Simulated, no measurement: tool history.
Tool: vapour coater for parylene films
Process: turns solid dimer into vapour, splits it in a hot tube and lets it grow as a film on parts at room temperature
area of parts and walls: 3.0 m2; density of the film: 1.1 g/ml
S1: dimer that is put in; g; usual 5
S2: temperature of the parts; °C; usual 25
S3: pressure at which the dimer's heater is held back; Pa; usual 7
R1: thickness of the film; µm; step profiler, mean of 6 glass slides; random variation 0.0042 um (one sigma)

run,hour,S1,S2,S3,R1
1,0,5,25,7,0.789
2,26,5,25,7,0.792
3,49.1,5,25,7,0.792
4,75.3,5,25,7,0.781
5,92.4,5,25,7,0.784
6,110.5,5,25,7,0.78
7,131.9,5,25,7,0.784
8,151.9,5,25,7,0.773
9,171,5,25,7,0.784
10,189.6,3,25,7,0.464
11,203.1,3,25,7,0.469
12,224,3,25,7,0.461
13,254.1,3,25,7,0.463
14,280.9,2,25,7,0.308
15,299.2,2,25,7,0.315
16,329.2,2,25,7,0.308
17,348.5,2,25,7,0.307
18,363.9,2,25,7,0.303
19,394,2,25,7,0.307
20,421.3,2,25,7,0.307
21,440.6,5,25,7,0.756
22,467,4,25,7,0.605
23,489.5,4,25,7,0.593
24,517.5,4,25,7,0.601
25,545.5,5,25,7,0.742
26,565.4,5,25,7,0.741
27,595.8,5,22,2.85,0.875
28,611.3,8,22,5.63,1.359
29,639.9,6,27,11.39,0.798
30,658.2,4,23,4.3,0.653
31,678.9,7,25,4.02,1.059
32,707.6,2,34,4.24,0.203
33,725.7,3,29,4.47,0.378

The next listed run, before its measurement:
34,749.3,3,29,4.47,?

R1: 0.381 µm
Without the tool's hidden state the same run would have given R1 0.439 µm.

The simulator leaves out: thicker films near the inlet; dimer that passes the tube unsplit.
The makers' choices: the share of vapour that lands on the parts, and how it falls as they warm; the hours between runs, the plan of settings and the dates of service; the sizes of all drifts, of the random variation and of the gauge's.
